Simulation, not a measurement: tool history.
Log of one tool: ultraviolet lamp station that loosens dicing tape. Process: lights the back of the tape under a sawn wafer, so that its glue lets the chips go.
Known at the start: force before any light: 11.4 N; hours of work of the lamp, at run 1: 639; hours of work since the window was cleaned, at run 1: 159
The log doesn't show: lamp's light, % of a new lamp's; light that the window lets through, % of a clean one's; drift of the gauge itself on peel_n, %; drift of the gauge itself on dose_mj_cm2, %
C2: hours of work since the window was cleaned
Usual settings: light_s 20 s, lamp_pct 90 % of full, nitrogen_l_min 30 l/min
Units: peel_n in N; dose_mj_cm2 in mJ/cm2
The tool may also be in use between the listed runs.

Run 1, hour 0: usual settings; hours of work of the lamp 639; C2 159. Result: peel_n 0.814 N, dose_mj_cm2 327 mJ/cm2.
Run 2, hour 32.8: usual settings; hours of work of the lamp 659; C2 179. Result: peel_n 0.857 N, dose_mj_cm2 322 mJ/cm2.
Run 3, hour 106.1: usual settings; hours of work of the lamp 704; C2 224. Result: peel_n 0.882 N, dose_mj_cm2 316 mJ/cm2.
Run 4, hour 137: usual settings; hours of work of the lamp 723; C2 243. Result: peel_n 0.888 N, dose_mj_cm2 312 mJ/cm2.
Run 5, hour 195.9: usual settings; hours of work of the lamp 759; C2 279. Result: peel_n 0.971 N, dose_mj_cm2 304 mJ/cm2.
Run 6, hour 259.4: usual settings but lamp_pct 87 % of full; hours of work of the lamp 798; C2 318. Result: peel_n 1.038 N, dose_mj_cm2 290 mJ/cm2.
Run 7, hour 301.5: usual settings but lamp_pct 87 % of full; hours of work of the lamp 824; C2 344. Result: peel_n 1.073 N, dose_mj_cm2 285 mJ/cm2.
Run 8, hour 335.8: usual settings but lamp_pct 94 % of full; hours of work of the lamp 845; C2 365. Result: peel_n 0.974 N, dose_mj_cm2 307 mJ/cm2.
Run 9, hour 401.6: usual settings but nitrogen_l_min 25 l/min; hours of work of the lamp 885; C2 405. Result: peel_n 1.234 N, dose_mj_cm2 286 mJ/cm2.
At hour 411.7: lamp changed.
Run 10, hour 467.1: usual settings but nitrogen_l_min 25 l/min; hours of work of the lamp 34; C2 445. Result: peel_n 0.7 N, dose_mj_cm2 369 mJ/cm2.
Run 11, hour 526.7: usual settings but nitrogen_l_min 44 l/min; hours of work of the lamp 70; C2 481. Result: peel_n 0.552 N, dose_mj_cm2 361 mJ/cm2.
At hour 530.4: window cleaned of glue's vapour.
Run 12, hour 599.9: usual settings but lamp_pct 89 % of full, nitrogen_l_min 21 l/min; hours of work of the lamp 115; C2 43. Result: peel_n 0.971 N, dose_mj_cm2 337 mJ/cm2.
Run 13, hour 647: usual settings but lamp_pct 89 % of full, nitrogen_l_min 21 l/min; hours of work of the lamp 144; C2 71. Result: peel_n 0.998 N, dose_mj_cm2 328 mJ/cm2.
Run 14, hour 706.7: usual settings but light_s 18 s, nitrogen_l_min 26 l/min; hours of work of the lamp 180; C2 108. Result: peel_n 1.12 N, dose_mj_cm2 294 mJ/cm2.
Run 15, hour 770.6: usual settings but light_s 16 s, nitrogen_l_min 50 l/min; hours of work of the lamp 219; C2 147. Result: peel_n 1.075 N, dose_mj_cm2 256 mJ/cm2.
At hour 781.8: window cleaned of glue's vapour, once more.
Run 16, hour 820.6: usual settings but light_s 14 s, nitrogen_l_min 34 l/min; hours of work of the lamp 250; C2 24. Result: peel_n 1.222 N, dose_mj_cm2 262 mJ/cm2.
Run 17, hour 885.7: usual settings but light_s 14 s, nitrogen_l_min 34 l/min; hours of work of the lamp 290; C2 64. Result: peel_n 1.304 N, dose_mj_cm2 254 mJ/cm2.
Run 18, hour 918.2: usual settings but light_s 14 s, lamp_pct 79 % of full, nitrogen_l_min 12 l/min; hours of work of the lamp 310; C2 84. Result: peel_n 2.685 N, dose_mj_cm2 221 mJ/cm2.
Run 19, hour 960.4: usual settings but nitrogen_l_min 20 l/min; hours of work of the lamp 335; C2 109. Result: peel_n 0.815 N, dose_mj_cm2 361 mJ/cm2.
Run 20, hour 1030: usual settings but nitrogen_l_min 29 l/min; hours of work of the lamp 378; C2 152. Result: peel_n 0.742 N, dose_mj_cm2 354 mJ/cm2.

Hidden state at the last listed run before each entry between runs and at the first one after, where it differs:
Between runs 9 and 10: lamp changed (hour 411.7)
  lamp's light, % of a new lamp's: 76.6 -> 98.5; light that the window lets through, % of a clean one's: 93 -> 92.4
  measured less the result without the state, peel_n: +0.637 -> +0.133 N; dose_mj_cm2: -117 -> -36 mJ/cm2
Between runs 11 and 12: window cleaned of glue's vapour (hour 530.4)
  lamp's light, % of a new lamp's: 97.6 -> 96.3; light that the window lets through, % of a clean one's: 91.8 -> 86.4
  measured less the result without the state, peel_n: +0.115 -> +0.316 N; dose_mj_cm2: -43 -> -67 mJ/cm2
Between runs 15 and 16: window cleaned of glue's vapour, once more (hour 781.8)
  lamp's light, % of a new lamp's: 93.5 -> 92.7; light that the window lets through, % of a clean one's: 84.8 -> 99.4
  measured less the result without the state, peel_n: +0.423 -> +0.189 N; dose_mj_cm2: -67 -> -23 mJ/cm2
